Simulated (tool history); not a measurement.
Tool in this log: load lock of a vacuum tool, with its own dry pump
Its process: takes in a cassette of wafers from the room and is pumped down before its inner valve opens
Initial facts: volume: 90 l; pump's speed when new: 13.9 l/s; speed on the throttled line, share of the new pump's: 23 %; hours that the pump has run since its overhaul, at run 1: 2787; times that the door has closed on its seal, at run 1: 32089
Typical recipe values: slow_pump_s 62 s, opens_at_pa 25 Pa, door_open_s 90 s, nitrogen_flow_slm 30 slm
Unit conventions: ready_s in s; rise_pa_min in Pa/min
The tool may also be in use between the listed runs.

run	day	slow_pump_s	opens_at_pa	door_open_s	nitrogen_flow_slm	hours that the pump has run since its overhaul	times that the door has closed on its seal	incoming humidity of the room's air, %	ready_s	rise_pa_min
1	0	62	25	90	30	2787	32089	46.5	103.1	0.177
2	2.792	62	25	50	30	2854	32315	42.2	102.5	0.184
3	5.279	62	19	50	30	2914	32516	44.2	104	0.181
4	8.304	44	25	90	30	2987	32761	46.9	89.5	0.19
5	10.379	44	25	90	30	3036	32929	41.1	89.9	0.194
6	13.696	44	25	90	30	3116	33197	45.8	88.8	0.194
7	15.454	44	25	90	30	3158	33340	43.9	88.8	0.196
8	18.646	62	25	90	30	3235	33598	43.3	103.7	0.195
9	20.492	62	25	90	30	3279	33747	44.4	103	0.199
10	23.275	62	25	90	30	3346	33973	43.3	104.2	0.197
11	26.208	62	25	90	30	3416	34210	45.3	103	0.201
12	27.808	62	25	90	30	3455	34339	41	103.5	0.212
13	31.012	62	25	90	30	3532	34599	45.1	103.7	0.206
14	33.083	62	25	90	30	3581	34766	44.5	103.4	0.204
15	36.017	62	25	90	30	3652	35004	46	102.7	0.208
16	37.642	62	25	90	32	3691	35135	46.1	102.5	0.211
17	39.225	62	25	90	32	3729	35263	44.1	103.4	0.217
18	43.029	62	25	134	30	3820	35571	44.1	103	0.214
19	45.8	62	46	35	6	3886	35795	42.6	99.1	0.229
20	47.954	60	18	186	8	3938	35970	43.7	103.3	0.239
21	50.996	60	18	186	8	4011	36216	45.4	104.1	0.243

Some steps in ready_s between neighbouring runs. How much of each would the tool show without its hidden state too (settings, what came in, random variation), and how much is left for the hidden state, with any gauge scatter that isn't in both results?
The tool's hidden condition here consists of: pump's speed, % of a new pump's; leak at the door's seal, Pa l/s; drift of the gauge itself on ready_s, %; drift of the gauge itself on rise_pa_min, %.
Run 2 -> 3: opens_at_pa 25 -> 19. ready_s +1.5 s: hidden state +0.2, all else +1.3.
Run 3 -> 4: slow_pump_s 62 -> 44, opens_at_pa 19 -> 25, door_open_s 50 -> 90. ready_s -14.5 s: hidden state +0.1, all else -14.6.
Run 7 -> 8: slow_pump_s 44 -> 62. ready_s +14.9 s: hidden state -0.2, all else +15.1.
Run 19 -> 20: slow_pump_s 62 -> 60, opens_at_pa 46 -> 18, door_open_s 35 -> 186, nitrogen_flow_slm 6 -> 8. ready_s +4.2 s: hidden state +0.3, all else +3.9.
